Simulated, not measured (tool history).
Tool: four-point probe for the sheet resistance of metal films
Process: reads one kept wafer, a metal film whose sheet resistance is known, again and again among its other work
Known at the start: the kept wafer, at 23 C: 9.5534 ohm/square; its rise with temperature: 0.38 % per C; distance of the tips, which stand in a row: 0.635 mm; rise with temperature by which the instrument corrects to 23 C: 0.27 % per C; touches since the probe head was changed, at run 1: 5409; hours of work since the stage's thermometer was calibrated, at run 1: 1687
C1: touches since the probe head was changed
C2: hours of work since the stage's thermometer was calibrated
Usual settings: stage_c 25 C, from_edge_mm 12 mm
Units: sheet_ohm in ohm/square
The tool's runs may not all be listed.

run 1 hour=0.0 | stage_c=25 from_edge_mm=12 | C1=5409 C2=1687 | sheet_ohm=9.588120
run 2 hour=23.2 | stage_c=25 from_edge_mm=12 | C1=5765 C2=1705 | sheet_ohm=9.589077
run 3 hour=43.3 | stage_c=25 from_edge_mm=6 | C1=6073 C2=1721 | sheet_ohm=9.627973
run 4 hour=56.2 | stage_c=25 from_edge_mm=6 | C1=6271 C2=1731 | sheet_ohm=9.633324
run 5 hour=76.6 | stage_c=25 from_edge_mm=6 | C1=6583 C2=1746 | sheet_ohm=9.631164
run 6 hour=88.2 | stage_c=25 from_edge_mm=6 | C1=6761 C2=1755 | sheet_ohm=9.627373
run 7 hour=109.6 | stage_c=25 from_edge_mm=10 | C1=7090 C2=1771 | sheet_ohm=9.594989
run 8 hour=123.3 | stage_c=25 from_edge_mm=13 | C1=7299 C2=1782 | sheet_ohm=9.584437
run 9 hour=143.9 | stage_c=25 from_edge_mm=13 | C1=7615 C2=1798 | sheet_ohm=9.589852
run 10 hour=167.1 | stage_c=25 from_edge_mm=13 | C1=7970 C2=1815 | sheet_ohm=9.586961
run 11 hour=194.5 | stage_c=25 from_edge_mm=13 | C1=8390 C2=1836 | sheet_ohm=9.584905
run 12 hour=216.2 | stage_c=21 from_edge_mm=70 | C1=8724 C2=1853 | sheet_ohm=9.532162
run 13 hour=238.0 | stage_c=22 from_edge_mm=10 | C1=9057 C2=1870 | sheet_ohm=9.563387
run 14 hour=251.2 | stage_c=23 from_edge_mm=8 | C1=9259 C2=1880 | sheet_ohm=9.582438
run 15 hour=275.1 | stage_c=23 from_edge_mm=8 | C1=9626 C2=1898 | sheet_ohm=9.588662
run 16 hour=298.8 | stage_c=23 from_edge_mm=8 | C1=9990 C2=1916 | sheet_ohm=9.585102
run 17 hour=315.4 | stage_c=23 from_edge_mm=8 | C1=10244 C2=1929 | sheet_ohm=9.587256
run 18 hour=341.4 | stage_c=35 from_edge_mm=29 | C1=10642 C2=1949 | sheet_ohm=9.675240
run 19 hour=361.5 | stage_c=29 from_edge_mm=30 | C1=10951 C2=1964 | sheet_ohm=9.617541

Forecast each of these 5 alternatives for the next run:
run A hour=380.8 | stage_c=25 from_edge_mm=20 | C1=11246 C2=1979 | sheet_ohm=?
run B hour=380.8 | stage_c=30 from_edge_mm=30 | C1=11246 C2=1979 | sheet_ohm=?
run C hour=380.8 | stage_c=26 from_edge_mm=50 | C1=11246 C2=1979 | sheet_ohm=?
run D hour=380.8 | stage_c=28 from_edge_mm=3 | C1=11246 C2=1979 | sheet_ohm=?
run E hour=380.8 | stage_c=19 from_edge_mm=39 | C1=11246 C2=1979 | sheet_ohm=?

run=A sheet_ohm=9.576573
run=B sheet_ohm=9.626674
run=C sheet_ohm=9.584705
run=D sheet_ohm=9.828811
run=E sheet_ohm=9.514638
Without the tool's hidden state the same runs would have given:
run=A sheet_ohm=9.576686
run=B sheet_ohm=9.626787
run=C sheet_ohm=9.584818
run=D sheet_ohm=9.828927
run=E sheet_ohm=9.514752

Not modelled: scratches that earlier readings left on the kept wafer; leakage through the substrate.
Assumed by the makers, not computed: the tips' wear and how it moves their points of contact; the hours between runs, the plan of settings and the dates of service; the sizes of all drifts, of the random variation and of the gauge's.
